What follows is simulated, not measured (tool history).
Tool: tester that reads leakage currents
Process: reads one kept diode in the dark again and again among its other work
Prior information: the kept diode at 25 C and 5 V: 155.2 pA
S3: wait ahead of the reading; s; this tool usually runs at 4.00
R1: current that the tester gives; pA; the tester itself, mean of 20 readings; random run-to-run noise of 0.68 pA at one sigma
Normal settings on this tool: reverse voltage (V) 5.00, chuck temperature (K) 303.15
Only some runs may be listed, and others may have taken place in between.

run 1 hour=0.0 | reverse_voltage_(V)=5.00 chuck_temperature_(K)=303.15 S3=4.00 | R1=258.28
run 2 hour=32.9 | reverse_voltage_(V)=5.00 chuck_temperature_(K)=303.15 S3=6.85 | R1=260.44
run 3 hour=63.9 | reverse_voltage_(V)=5.00 chuck_temperature_(K)=303.15 S3=6.85 | R1=261.58
run 4 hour=109.9 | reverse_voltage_(V)=5.00 chuck_temperature_(K)=303.15 S3=6.85 | R1=263.97
run 5 hour=154.1 | reverse_voltage_(V)=5.00 chuck_temperature_(K)=303.15 S3=6.85 | R1=264.72
run 6 hour=201.8 | reverse_voltage_(V)=3.69 chuck_temperature_(K)=303.15 S3=4.00 | R1=223.18
run 7 hour=236.0 | reverse_voltage_(V)=7.06 chuck_temperature_(K)=303.15 S3=0.34 | R1=331.84
run 8 hour=276.2 | reverse_voltage_(V)=7.06 chuck_temperature_(K)=303.15 S3=0.34 | R1=334.94
run 9 hour=302.7 | reverse_voltage_(V)=10.71 chuck_temperature_(K)=324.15 S3=4.00 | R1=1674.26
run 10 hour=330.7 | reverse_voltage_(V)=1.30 chuck_temperature_(K)=314.15 S3=0.50 | R1=263.91
run 11 hour=369.5 | reverse_voltage_(V)=5.00 chuck_temperature_(K)=303.15 S3=4.81 | R1=273.05

Consider 5 possible next runs. They are alternatives, not a sequence: every one starts from the tool as it was left by run 11. What does each give?
run A hour=396.2 | reverse_voltage_(V)=7.77 chuck_temperature_(K)=295.15 S3=7.47 | R1=?
run B hour=396.2 | reverse_voltage_(V)=7.11 chuck_temperature_(K)=294.15 S3=0.49 | R1=?
run C hour=396.2 | reverse_voltage_(V)=5.00 chuck_temperature_(K)=326.15 S3=4.00 | R1=?
run D hour=396.2 | reverse_voltage_(V)=5.00 chuck_temperature_(K)=306.15 S3=3.66 | R1=?
run E hour=396.2 | reverse_voltage_(V)=4.66 chuck_temperature_(K)=303.15 S3=2.81 | R1=?

run=A R1=203.96
run=B R1=183.19
run=C R1=1237.12
run=D R1=334.67
run=E R1=263.32
Take away the tool's hidden state, keep each run's random variation, and the runs would have read:
run=A R1=158.86
run=B R1=142.64
run=C R1=1077.38
run=D R1=279.23
run=E R1=217.57

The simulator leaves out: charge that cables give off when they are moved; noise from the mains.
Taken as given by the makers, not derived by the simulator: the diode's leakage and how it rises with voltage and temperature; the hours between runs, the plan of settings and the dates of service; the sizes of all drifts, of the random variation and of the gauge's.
